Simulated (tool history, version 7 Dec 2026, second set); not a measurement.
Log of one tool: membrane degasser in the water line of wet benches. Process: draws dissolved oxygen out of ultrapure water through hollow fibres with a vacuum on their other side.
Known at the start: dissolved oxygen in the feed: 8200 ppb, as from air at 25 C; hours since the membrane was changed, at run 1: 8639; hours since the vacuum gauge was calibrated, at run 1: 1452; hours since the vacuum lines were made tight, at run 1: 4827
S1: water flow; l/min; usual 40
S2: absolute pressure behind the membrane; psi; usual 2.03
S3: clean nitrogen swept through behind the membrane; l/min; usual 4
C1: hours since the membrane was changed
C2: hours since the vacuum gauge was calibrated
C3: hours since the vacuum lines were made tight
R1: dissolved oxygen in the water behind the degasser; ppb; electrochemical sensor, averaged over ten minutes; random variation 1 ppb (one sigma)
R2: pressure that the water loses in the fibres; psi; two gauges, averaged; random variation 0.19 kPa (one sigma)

{"run": 1, "hour": 0.0, "S1": 40, "S2": 2.03, "S3": 4, "C1": 8639, "C2": 1452, "C3": 4827, "R1": 257.6, "R2": 5.478}
{"run": 2, "hour": 240.7, "S1": 40, "S2": 2.03, "S3": 4, "C1": 8880, "C2": 1693, "C3": 5068, "R1": 257.8, "R2": 5.522}
{"hour": 382.5, "done": "seals of the vacuum lines changed"}
{"run": 3, "hour": 494.2, "S1": 40, "S2": 2.03, "S3": 4, "C1": 9131, "C2": 1945, "C3": 112, "R1": 258.5, "R2": 5.481}
{"run": 4, "hour": 664.0, "S1": 32, "S2": 2.03, "S3": 4, "C1": 9301, "C2": 2114, "C3": 282, "R1": 205.1, "R2": 4.361}
{"run": 5, "hour": 832.2, "S1": 40, "S2": 2.03, "S3": 4, "C1": 9469, "C2": 2283, "C3": 450, "R1": 257.8, "R2": 5.466}
{"run": 6, "hour": 1002.2, "S1": 60, "S2": 2.03, "S3": 4, "C1": 9639, "C2": 2453, "C3": 620, "R1": 389.3, "R2": 8.186}
{"run": 7, "hour": 1240.0, "S1": 60, "S2": 3.16, "S3": 4, "C1": 9877, "C2": 2690, "C3": 858, "R1": 623.6, "R2": 8.235}
{"run": 8, "hour": 1405.8, "S1": 40, "S2": 2.03, "S3": 4, "C1": 10043, "C2": 2856, "C3": 1023, "R1": 256.5, "R2": 5.495}
{"run": 9, "hour": 1556.2, "S1": 40, "S2": 2.03, "S3": 4, "C1": 10193, "C2": 3007, "C3": 1174, "R1": 257.6, "R2": 5.474}
{"run": 10, "hour": 1766.7, "S1": 40, "S2": 2.03, "S3": 4, "C1": 10404, "C2": 3217, "C3": 1384, "R1": 257.4, "R2": 5.436}
{"run": 11, "hour": 1958.4, "S1": 30, "S2": 2.03, "S3": 4, "C1": 10595, "C2": 3409, "C3": 1576, "R1": 193.2, "R2": 4.087}
{"run": 12, "hour": 2236.4, "S1": 40, "S2": 2.03, "S3": 4, "C1": 10873, "C2": 3687, "C3": 1854, "R1": 257.8, "R2": 5.511}
{"run": 13, "hour": 2499.2, "S1": 40, "S2": 2.03, "S3": 4, "C1": 11136, "C2": 3950, "C3": 2117, "R1": 258.2, "R2": 5.387}
{"run": 14, "hour": 2750.9, "S1": 40, "S2": 2.03, "S3": 4, "C1": 11388, "C2": 4201, "C3": 2368, "R1": 257.1, "R2": 5.404}
{"run": 15, "hour": 3030.3, "S1": 40, "S2": 2.03, "S3": 4, "C1": 11667, "C2": 4481, "C3": 2648, "R1": 257.3, "R2": 5.416}
{"run": 16, "hour": 3243.3, "S1": 55, "S2": 1.74, "S3": 2.54, "C1": 11880, "C2": 4694, "C3": 2861, "R1": 425.2, "R2": 7.468}
{"run": 17, "hour": 3409.3, "S1": 40, "S2": 2.23, "S3": 4, "C1": 12046, "C2": 4860, "C3": 3027, "R1": 288.7, "R2": 5.398}
{"hour": 3449.4, "done": "membrane cartridge changed"}
{"run": 18, "hour": 3601.9, "S1": 40, "S2": 2.23, "S3": 4, "C1": 153, "C2": 5048, "C3": 3215, "R1": 289.5, "R2": 5.424}
{"run": 19, "hour": 3808.1, "S1": 40, "S2": 2.23, "S3": 4, "C1": 359, "C2": 5255, "C3": 3422, "R1": 288.3, "R2": 5.4}
{"run": 20, "hour": 4124.0, "S1": 40, "S2": 2.23, "S3": 4, "C1": 675, "C2": 5570, "C3": 3738, "R1": 289.7, "R2": 5.388}
{"run": 21, "hour": 4331.5, "S1": 34, "S2": 1.33, "S3": 4, "C1": 882, "C2": 5778, "C3": 3945, "R1": 125.2, "R2": 4.557}
{"run": 22, "hour": 4567.1, "S1": 34, "S2": 1.33, "S3": 4, "C1": 1118, "C2": 6014, "C3": 4181, "R1": 126, "R2": 4.57}
{"hour": 4808.0, "done": "vacuum gauge calibrated"}
{"run": 23, "hour": 4856.6, "S1": 44, "S2": 2.03, "S3": 2.81, "C1": 1407, "C2": 49, "C3": 4470, "R1": 383.1, "R2": 5.9}
{"run": 24, "hour": 5010.1, "S1": 44, "S2": 1.75, "S3": 2.4, "C1": 1560, "C2": 202, "C3": 4623, "R1": 365.9, "R2": 5.923}
{"run": 25, "hour": 5173.7, "S1": 31, "S2": 1.75, "S3": 2.65, "C1": 1724, "C2": 366, "C3": 4787, "R1": 240.3, "R2": 4.181}
{"run": 26, "hour": 5342.9, "S1": 26, "S2": 1.75, "S3": 2.78, "C1": 1893, "C2": 535, "C3": 4956, "R1": 195, "R2": 3.479}
{"run": 27, "hour": 5530.2, "S1": 40, "S2": 2.32, "S3": 3.56, "C1": 2080, "C2": 722, "C3": 5143, "R1": 332.9, "R2": 5.282}
{"hour": 5603.2, "done": "seals of the vacuum lines changed"}
{"run": 28, "hour": 5666.4, "S1": 27, "S2": 1.65, "S3": 3.56, "C1": 2215, "C2": 856, "C3": 63, "R1": 148.9, "R2": 3.636}
{"run": 29, "hour": 5926.3, "S1": 31, "S2": 1.87, "S3": 2.28, "C1": 2474, "C2": 1116, "C3": 323, "R1": 299, "R2": 4.163}

5 ways to go on from here, each from the tool as it stands after run 29. What would each give?
{"run": "A", "hour": 6182.9, "S1": 55, "S2": 3.38, "S3": 1.89, "C1": 2731, "C2": 1373, "C3": 580, "R1": "?", "R2": "?"}
{"run": "B", "hour": 6182.9, "S1": 52, "S2": 4.95, "S3": 5.95, "C1": 2731, "C2": 1373, "C3": 580, "R1": "?", "R2": "?"}
{"run": "C", "hour": 6182.9, "S1": 38, "S2": 2.97, "S3": 4, "C1": 2731, "C2": 1373, "C3": 580, "R1": "?", "R2": "?"}
{"run": "D", "hour": 6182.9, "S1": 29, "S2": 1.61, "S3": 1.68, "C1": 2731, "C2": 1373, "C3": 580, "R1": "?", "R2": "?"}
{"run": "E", "hour": 6182.9, "S1": 29, "S2": 1.87, "S3": 2.75, "C1": 2731, "C2": 1373, "C3": 580, "R1": "?", "R2": "?"}

run=A R1=1117.7 R2=7.323
run=B R1=614.1 R2=6.995
run=C R1=381.3 R2=5.046
run=D R1=302.8 R2=3.874
run=E R1=236.7 R2=3.874
Without the tool's hidden state the same runs would have given:
run=A R1=1117.6 R2=7.517
run=B R1=614 R2=7.178
run=C R1=381.2 R2=5.179
run=D R1=302.6 R2=3.975
run=E R1=236.6 R2=3.977
